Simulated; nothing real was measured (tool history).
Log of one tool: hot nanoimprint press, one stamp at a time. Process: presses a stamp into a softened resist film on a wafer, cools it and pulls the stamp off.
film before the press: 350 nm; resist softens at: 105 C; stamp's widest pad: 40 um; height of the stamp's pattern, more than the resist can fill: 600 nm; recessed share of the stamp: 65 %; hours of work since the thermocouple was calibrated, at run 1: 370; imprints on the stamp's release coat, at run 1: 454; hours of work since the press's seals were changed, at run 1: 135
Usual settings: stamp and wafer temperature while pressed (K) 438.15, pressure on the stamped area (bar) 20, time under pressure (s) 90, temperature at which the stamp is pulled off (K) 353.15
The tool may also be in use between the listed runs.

run	hour	stamp and wafer temperature while pressed (K)	pressure on the stamped area (bar)	time under pressure (s)	temperature at which the stamp is pulled off (K)	hours of work since the thermocouple was calibrated	imprints on the stamp's release coat	hours of work since the press's seals were changed	resist left under the stamp's widest pad (nm)	greatest force while the stamp is pulled off (N)
1	0	438.15	20	90	353.15	370	454	135	114	98
# hour 62.6: plate thermocouple calibrated
2	103.7	438.15	23.4	90	353.15	30	701	209	99.7	105
3	171.3	438.15	23.4	90	353.15	79	867	258	98.7	117
4	253.7	438.15	23.4	90	353.15	139	1069	318	97.1	119
5	318.1	438.15	23.4	90	353.15	186	1227	365	97.6	129
# hour 352.9: stamp cleaned and given a new release coat
6	374.2	438.15	23.4	90	353.15	223	52	402	96.8	85
# hour 411.5: plate thermocouple calibrated, once more
7	420.5	438.15	23.4	90	353.15	7	159	433	118.2	98
8	477.2	438.15	20	90	339.15	48	298	475	125.5	133
9	538.1	438.15	20	90	347.15	92	447	519	123.6	125
10	615.4	438.15	20	90	347.15	149	637	575	122.3	124
11	688	438.15	20	90	347.15	202	815	628	120.2	140
12	786.4	438.15	17.1	90	353.15	274	1056	700	128.1	125
# hour 891.7: stamp cleaned and given a new release coat
13	891.7	438.15	17.1	90	356.15	346	0	773	125	81
# hour 983.5: plate thermocouple calibrated
14	983.5	438.15	16.1	90	353.15	0	218	837	141.1	98
15	1035	438.15	20	78	353.15	38	345	875	134.7	104
16	1111	438.15	13.6	78	341.15	93	531	930	159.5	145
17	1201.2	438.15	13.6	78	341.15	159	753	996	157.5	151
18	1245.2	440.15	14.7	168	355.15	191	861	1028	100	118
19	1344.9	438.15	24.8	59	351.15	264	1105	1101	128.6	136
# hour 1408.5: press's hydraulic seals changed and the load cell set to zero
# hour 1439: stamp cleaned and given a new release coat
20	1452.8	434.15	12.7	80	353.15	332	34	28	186.3	91
21	1501.5	434.15	13.7	122	354.15	368	153	63	152.7	90
# hour 1564: plate thermocouple calibrated
22	1596.8	434.15	13.7	122	354.15	24	380	131	167.3	102
23	1675.3	434.15	20	147	353.15	81	572	188	128.6	111
24	1720	434.15	20	147	353.15	114	682	221	129.1	115
25	1803.1	434.15	20	147	353.15	174	886	281	127.4	125
26	1861.8	438.15	24	177	351.15	217	1030	324	83.5	136
27	1961.3	431.15	24.2	63	360.15	290	1274	397	183.3	107
# hour 1979.1: stamp cleaned and given a new release coat
28	2043.4	431.15	24.2	63	360.15	345	158	452	180.6	78
29	2089.4	431.15	18.5	151	360.15	379	271	486	148.5	78

4 ways to go on from here, each from the tool as it stands after run 29. What would each give?
# hour 2136.1: plate thermocouple calibrated
A	2155.4	439.15	20	104	353.15	14	426	532	?	?
# hour 2136.1: plate thermocouple calibrated
B	2155.4	431.15	18.5	46	360.15	14	426	532	?	?
# hour 2136.1: plate thermocouple calibrated
C	2155.4	431.15	14.2	71	360.15	14	426	532	?	?
# hour 2136.1: plate thermocouple calibrated
D	2155.4	448.15	18.5	168	360.15	14	426	532	?	?

run	resist left under the stamp's widest pad (nm)	greatest force while the stamp is pulled off (N)
A	115.3	106
B	238	90
C	233.8	87
D	57.7	88
Without the tool's hidden state the same runs would have given:
run	resist left under the stamp's widest pad (nm)	greatest force while the stamp is pulled off (N)
A	112.9	91
B	235.2	78
C	231.7	75
D	56.5	76
